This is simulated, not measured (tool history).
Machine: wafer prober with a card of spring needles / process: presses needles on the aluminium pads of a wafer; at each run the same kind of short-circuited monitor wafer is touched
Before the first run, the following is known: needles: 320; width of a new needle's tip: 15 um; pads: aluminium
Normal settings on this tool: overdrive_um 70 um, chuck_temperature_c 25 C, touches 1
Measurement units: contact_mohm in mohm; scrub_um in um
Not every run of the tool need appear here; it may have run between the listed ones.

Run 1, hour 0.0: usual settings. Result: contact_mohm 230 mohm, scrub_um 16.12 um.
At hour 17.4: tips cleaned on abrasive film.
At hour 35.9: tips cleaned on abrasive film.
Run 2, hour 46.7: usual settings. Result: contact_mohm 257 mohm, scrub_um 16.13 um.
At hour 54.7: tips cleaned on abrasive film.
At hour 55.0: height of the first contact set anew.
At hour 76.6: tips cleaned on abrasive film.
At hour 96.8: tips cleaned on abrasive film.
Run 3, hour 104.6: usual settings. Result: contact_mohm 252 mohm, scrub_um 15.64 um.
At hour 117.7: tips cleaned on abrasive film.
At hour 138.3: tips cleaned on abrasive film.
Run 4, hour 142.7: usual settings but chuck_temperature_c 68 C. Result: contact_mohm 258 mohm, scrub_um 15.72 um.
At hour 158.9: tips cleaned on abrasive film.
At hour 180.0: tips cleaned on abrasive film.
Run 5, hour 192.2: usual settings but overdrive_um 86 um. Result: contact_mohm 246 mohm, scrub_um 19.45 um.
At hour 200.8: tips cleaned on abrasive film.
At hour 221.9: tips cleaned on abrasive film.
At hour 242.7: tips cleaned on abrasive film.
Run 6, hour 255.4: usual settings. Result: contact_mohm 258 mohm, scrub_um 15.59 um.
At hour 264.2: tips cleaned on abrasive film.
At hour 284.8: tips cleaned on abrasive film.
At hour 306.0: tips cleaned on abrasive film.
Run 7, hour 315.6: usual settings. Result: contact_mohm 257 mohm, scrub_um 15.60 um.
At hour 323.6: tips cleaned on abrasive film.
At hour 343.4: tips cleaned on abrasive film.
At hour 364.9: tips cleaned on abrasive film.
At hour 386.6: tips cleaned on abrasive film.
Run 8, hour 391.6: usual settings. Result: contact_mohm 249 mohm, scrub_um 15.48 um.
At hour 396.3: height of the first contact set anew, once more.
At hour 405.0: tips cleaned on abrasive film.
At hour 423.9: tips cleaned on abrasive film.
Run 9, hour 424.0: usual settings. Result: contact_mohm 240 mohm, scrub_um 16.76 um.
At hour 445.3: tips cleaned on abrasive film.
At hour 466.2: tips cleaned on abrasive film.
Run 10, hour 468.3: usual settings. Result: contact_mohm 237 mohm, scrub_um 16.66 um.
At hour 484.7: tips cleaned on abrasive film.
Run 11, hour 501.2: usual settings. Result: contact_mohm 261 mohm, scrub_um 16.66 um.
At hour 505.7: tips cleaned on abrasive film.
At hour 526.7: tips cleaned on abrasive film.
At hour 548.0: tips cleaned on abrasive film.
At hour 568.8: tips cleaned on abrasive film.
Run 12, hour 577.3: usual settings. Result: contact_mohm 253 mohm, scrub_um 16.61 um.
At hour 588.7: tips cleaned on abrasive film.
At hour 609.0: tips cleaned on abrasive film.
At hour 626.4: tips cleaned on abrasive film.
At hour 643.8: tips cleaned on abrasive film.
Run 13, hour 646.2: usual settings but chuck_temperature_c 41 C. Result: contact_mohm 243 mohm, scrub_um 16.52 um.
At hour 663.0: tips cleaned on abrasive film.
At hour 680.4: tips cleaned on abrasive film.
Run 14, hour 688.2: usual settings. Result: contact_mohm 252 mohm, scrub_um 16.49 um.
At hour 701.3: tips cleaned on abrasive film.
At hour 722.2: tips cleaned on abrasive film.
At hour 742.3: tips cleaned on abrasive film.
Run 15, hour 748.5: usual settings. Result: contact_mohm 249 mohm, scrub_um 16.50 um.
At hour 761.6: tips cleaned on abrasive film.
At hour 781.1: tips cleaned on abrasive film.
Run 16, hour 798.3: usual settings but overdrive_um 63 um, chuck_temperature_c 116 C, touches 3. Result: contact_mohm 264 mohm, scrub_um 14.74 um.
At hour 802.7: tips cleaned on abrasive film.
At hour 823.1: tips cleaned on abrasive film.
At hour 840.5: tips cleaned on abrasive film.
Run 17, hour 843.8: usual settings but overdrive_um 66 um, chuck_temperature_c 85 C, touches 2. Result: contact_mohm 252 mohm, scrub_um 15.38 um.
At hour 859.6: tips cleaned on abrasive film.
At hour 881.4: tips cleaned on abrasive film.
Run 18, hour 884.5: usual settings but overdrive_um 77 um, chuck_temperature_c 30 C. Result: contact_mohm 242 mohm, scrub_um 18.02 um.
At hour 901.8: tips cleaned on abrasive film.
At hour 921.8: tips cleaned on abrasive film.
Run 19, hour 928.2: usual settings but overdrive_um 77 um, chuck_temperature_c 30 C. Result: contact_mohm 250 mohm, scrub_um 17.93 um.
At hour 941.3: tips cleaned on abrasive film.
At hour 961.0: tips cleaned on abrasive film.
At hour 982.2: tips cleaned on abrasive film.
Run 20, hour 989.2: usual settings but overdrive_um 77 um, chuck_temperature_c 30 C. Result: contact_mohm 249 mohm, scrub_um 17.86 um.
At hour 1001.1: tips cleaned on abrasive film.
At hour 1022.2: tips cleaned on abrasive film.
Run 21, hour 1022.2: usual settings but overdrive_um 65 um, chuck_temperature_c 94 C, touches 2. Result: contact_mohm 251 mohm, scrub_um 15.00 um.
At hour 1043.0: tips cleaned on abrasive film.
At hour 1064.1: tips cleaned on abrasive film.
Run 22, hour 1079.6: usual settings but overdrive_um 65 um, chuck_temperature_c 117 C, touches 2. Result: contact_mohm 274 mohm, scrub_um 14.98 um.
At hour 1084.1: tips cleaned on abrasive film.
At hour 1105.8: tips cleaned on abrasive film.
Run 23, hour 1120.1: usual settings but touches 3. Result: contact_mohm 241 mohm, scrub_um 16.12 um.
At hour 1124.6: tips cleaned on abrasive film.
At hour 1146.3: tips cleaned on abrasive film.
At hour 1154.8: height of the first contact set anew.
At hour 1167.6: tips cleaned on abrasive film.
At hour 1189.3: tips cleaned on abrasive film.
Run 24, hour 1197.0: usual settings but touches 3. Result: contact_mohm 238 mohm, scrub_um 16.72 um.
At hour 1210.1: tips cleaned on abrasive film.
At hour 1231.5: tips cleaned on abrasive film.
Run 25, hour 1241.7: usual settings but chuck_temperature_c 35 C, touches 2. Result: contact_mohm 248 mohm, scrub_um 16.68 um.
At hour 1249.6: tips cleaned on abrasive film.
At hour 1267.0: tips cleaned on abrasive film.
At hour 1284.4: tips cleaned on abrasive film.
Run 26, hour 1300.3: usual settings but overdrive_um 77 um, chuck_temperature_c 73 C, touches 3. Result: contact_mohm 253 mohm, scrub_um 18.41 um.
At hour 1304.5: tips cleaned on abrasive film.
At hour 1321.9: tips cleaned on abrasive film.
At hour 1343.6: tips cleaned on abrasive film.
Run 27, hour 1343.8: usual settings but overdrive_um 62 um, chuck_temperature_c 105 C, touches 2. Result: contact_mohm 258 mohm, scrub_um 14.66 um.
At hour 1363.1: tips cleaned on abrasive film.
At hour 1384.8: tips cleaned on abrasive film.
At hour 1402.2: tips cleaned on abrasive film.
At hour 1419.7: tips cleaned on abrasive film.
Run 28, hour 1419.8: usual settings but overdrive_um 62 um, chuck_temperature_c 105 C, touches 2. Result: contact_mohm 259 mohm, scrub_um 14.57 um.
At hour 1437.2: tips cleaned on abrasive film.
At hour 1458.1: tips cleaned on abrasive film.
At hour 1479.5: tips cleaned on abrasive film.
Run 29, hour 1481.5: usual settings but overdrive_um 62 um, chuck_temperature_c 105 C, touches 2. Result: contact_mohm 261 mohm, scrub_um 14.57 um.

3 options for the next run, each taken on its own from the tool as it stands now. Forecast them:
At hour 1498.9: tips cleaned on abrasive film.
At hour 1520.6: tips cleaned on abrasive film.
At hour 1538.1: tips cleaned on abrasive film.
Run A, hour 1539.0: usual settings. Result: contact_mohm ?, scrub_um ?.
At hour 1498.9: tips cleaned on abrasive film.
At hour 1520.6: tips cleaned on abrasive film.
At hour 1538.1: tips cleaned on abrasive film.
Run B, hour 1539.0: usual settings but chuck_temperature_c 67 C. Result: contact_mohm ?, scrub_um ?.
At hour 1498.9: tips cleaned on abrasive film.
At hour 1520.6: tips cleaned on abrasive film.
At hour 1538.1: tips cleaned on abrasive film.
Run C, hour 1539.0: usual settings but overdrive_um 62 um, chuck_temperature_c 105 C, touches 2. Result: contact_mohm ?, scrub_um ?.

run  contact_mohm  scrub_um
  A           235     16.36
  B           248     16.35
  C           256     14.49
Had the tool no hidden state, the same runs would have come out as:
run  contact_mohm  scrub_um
  A           227     16.74
  B           240     16.72
  C           249     14.86
